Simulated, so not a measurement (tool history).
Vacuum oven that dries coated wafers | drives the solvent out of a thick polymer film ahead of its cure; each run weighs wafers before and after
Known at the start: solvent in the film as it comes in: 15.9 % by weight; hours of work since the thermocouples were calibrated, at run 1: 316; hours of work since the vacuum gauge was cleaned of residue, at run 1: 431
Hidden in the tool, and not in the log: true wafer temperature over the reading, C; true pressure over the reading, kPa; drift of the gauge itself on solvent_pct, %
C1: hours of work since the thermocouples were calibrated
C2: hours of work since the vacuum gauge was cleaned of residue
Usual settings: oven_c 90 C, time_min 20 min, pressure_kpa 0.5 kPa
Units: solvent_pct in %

{"run": 1, "hour": 0.0, "oven_c": 90, "time_min": 20, "pressure_kpa": 0.5, "C1": 316, "C2": 431, "solvent_pct": 1.68}
{"run": 2, "hour": 9.0, "oven_c": 90, "time_min": 20, "pressure_kpa": 0.5, "C1": 323, "C2": 438, "solvent_pct": 1.71}
{"run": 3, "hour": 17.9, "oven_c": 90, "time_min": 20, "pressure_kpa": 0.5, "C1": 330, "C2": 445, "solvent_pct": 1.66}
{"run": 4, "hour": 28.2, "oven_c": 90, "time_min": 20, "pressure_kpa": 0.5, "C1": 338, "C2": 453, "solvent_pct": 1.74}
{"run": 5, "hour": 44.3, "oven_c": 90, "time_min": 20, "pressure_kpa": 0.5, "C1": 350, "C2": 465, "solvent_pct": 1.68}
{"run": 6, "hour": 58.3, "oven_c": 90, "time_min": 20, "pressure_kpa": 0.309, "C1": 361, "C2": 476, "solvent_pct": 1.64}
{"run": 7, "hour": 75.9, "oven_c": 90, "time_min": 20, "pressure_kpa": 0.5, "C1": 375, "C2": 490, "solvent_pct": 1.77}
{"run": 8, "hour": 93.4, "oven_c": 90, "time_min": 20, "pressure_kpa": 0.5, "C1": 389, "C2": 504, "solvent_pct": 1.81}
{"run": 9, "hour": 109.7, "oven_c": 90, "time_min": 20, "pressure_kpa": 0.5, "C1": 401, "C2": 516, "solvent_pct": 1.83}
{"run": 10, "hour": 126.4, "oven_c": 90, "time_min": 20, "pressure_kpa": 0.5, "C1": 414, "C2": 529, "solvent_pct": 1.77}
{"run": 11, "hour": 135.0, "oven_c": 90, "time_min": 20, "pressure_kpa": 0.5, "C1": 421, "C2": 536, "solvent_pct": 1.71}
{"run": 12, "hour": 148.6, "oven_c": 90, "time_min": 20, "pressure_kpa": 0.5, "C1": 432, "C2": 547, "solvent_pct": 1.68}
{"run": 13, "hour": 161.1, "oven_c": 90, "time_min": 20, "pressure_kpa": 0.5, "C1": 441, "C2": 556, "solvent_pct": 1.6}
{"run": 14, "hour": 176.7, "oven_c": 90, "time_min": 20, "pressure_kpa": 0.5, "C1": 453, "C2": 568, "solvent_pct": 1.7}
{"run": 15, "hour": 189.7, "oven_c": 90, "time_min": 20, "pressure_kpa": 0.5, "C1": 464, "C2": 578, "solvent_pct": 1.59}
{"run": 16, "hour": 201.2, "oven_c": 90, "time_min": 20, "pressure_kpa": 0.5, "C1": 472, "C2": 587, "solvent_pct": 1.7}
{"run": 17, "hour": 217.6, "oven_c": 78, "time_min": 33, "pressure_kpa": 1.602, "C1": 485, "C2": 600, "solvent_pct": 3.07}
{"hour": 220.5, "done": "oven's thermocouples calibrated"}
{"run": 18, "hour": 235.2, "oven_c": 96, "time_min": 20, "pressure_kpa": 0.376, "C1": 11, "C2": 612, "solvent_pct": 0.87}
{"hour": 250.0, "done": "oven's thermocouples calibrated, once more"}
{"run": 19, "hour": 251.1, "oven_c": 89, "time_min": 23, "pressure_kpa": 1.689, "C1": 1, "C2": 623, "solvent_pct": 1.88}
{"run": 20, "hour": 267.3, "oven_c": 89, "time_min": 19, "pressure_kpa": 0.576, "C1": 13, "C2": 636, "solvent_pct": 2.12}
{"run": 21, "hour": 276.7, "oven_c": 78, "time_min": 27, "pressure_kpa": 0.773, "C1": 21, "C2": 643, "solvent_pct": 3.44}
{"run": 22, "hour": 294.4, "oven_c": 78, "time_min": 27, "pressure_kpa": 0.773, "C1": 35, "C2": 657, "solvent_pct": 3.42}
{"run": 23, "hour": 310.1, "oven_c": 90, "time_min": 11, "pressure_kpa": 0.566, "C1": 47, "C2": 669, "solvent_pct": 4.13}
{"run": 24, "hour": 321.4, "oven_c": 90, "time_min": 11, "pressure_kpa": 0.504, "C1": 56, "C2": 678, "solvent_pct": 4.21}
{"run": 25, "hour": 329.2, "oven_c": 77, "time_min": 19, "pressure_kpa": 0.96, "C1": 62, "C2": 684, "solvent_pct": 5.32}
{"run": 26, "hour": 341.6, "oven_c": 85, "time_min": 11, "pressure_kpa": 0.259, "C1": 71, "C2": 694, "solvent_pct": 5.37}
{"run": 27, "hour": 358.9, "oven_c": 92, "time_min": 25, "pressure_kpa": 1.782, "C1": 85, "C2": 707, "solvent_pct": 1.41}
{"run": 28, "hour": 374.6, "oven_c": 92, "time_min": 14, "pressure_kpa": 1.619, "C1": 97, "C2": 719, "solvent_pct": 3}
{"run": 29, "hour": 383.7, "oven_c": 92, "time_min": 14, "pressure_kpa": 1.619, "C1": 104, "C2": 726, "solvent_pct": 3.04}
{"run": 30, "hour": 395.9, "oven_c": 96, "time_min": 20, "pressure_kpa": 0.847, "C1": 113, "C2": 736, "solvent_pct": 1.01}

How the hidden state differs across the entries between the runs, from the last listed run before each to the first after it:
Between runs 17 and 18: oven's thermocouples calibrated (hour 220.5)
  true wafer temperature over the reading, C: -0.26 -> -0.31; true pressure over the reading, kPa: 0.212 -> 0.217
  measured less the result without the state, solvent_pct: +0.18 -> +0.1 %
Between runs 18 and 19: oven's thermocouples calibrated, once more (hour 250)
  true wafer temperature over the reading, C: -0.31 -> -0.19; true pressure over the reading, kPa: 0.217 -> 0.221
  measured less the result without the state, solvent_pct: +0.1 -> +0.12 %
